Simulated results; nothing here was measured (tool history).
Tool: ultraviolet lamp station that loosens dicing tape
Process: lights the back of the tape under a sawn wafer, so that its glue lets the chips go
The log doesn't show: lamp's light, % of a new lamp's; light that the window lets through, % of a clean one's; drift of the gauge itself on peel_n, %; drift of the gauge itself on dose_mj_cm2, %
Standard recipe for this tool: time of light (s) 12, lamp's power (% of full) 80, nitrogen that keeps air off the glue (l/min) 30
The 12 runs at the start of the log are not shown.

run	hour	time of light (s)	lamp's power (% of full)	nitrogen that keeps air off the glue (l/min)	hours of work of the lamp	hours of work since the window was cleaned	force that peels the tape off (N)	light that reached the tape (J/m2)
13	326.6	12	80	30	380	131	1.153	4410
14	353.9	12	80	30	400	151	1.216	4410
15	384.4	12	80	30	422	173	1.221	4370
16	405.5	12	69	30	437	188	1.618	3750
17	427.9	12	69	30	453	204	1.670	3710
18	449.0	15	90	28	469	219	0.667	5930
19	473.0	7	80	30	486	237	3.102	2480
20	496.2	7	80	30	503	253	3.052	2430
21	531.0	7	80	30	528	278	3.041	2380
# hour 546.1: window cleaned of glue's vapour
22	567.6	8	71	20	554	15	3.359	2590
23	585.2	8	61	20	566	28	3.969	2190
24	604.0	8	61	20	580	42	3.953	2190
25	628.0	8	61	20	597	59	4.018	2140
26	659.8	22	95	37	620	82	0.250	9110
27	691.1	22	98	10	643	105	0.568	9290
28	718.1	12	79	58	662	124	1.000	4040
29	739.9	12	96	58	678	140	0.651	4900
30	774.8	12	61	30	703	165	2.249	3040
31	813.1	12	80	11	731	193	2.721	3900
32	832.8	10	72	31	745	207	2.394	2900

Expected results for the next run?
33	855.6	9	83	27	762	223	?	?

{"run 33": {"force that peels the tape off (N)": 2.501, "light that reached the tape (J/m2)": 2970}}
With no hidden state in the tool, this same run would have given force that peels the tape off (N) 1.514, light that reached the tape (J/m2) 4070.
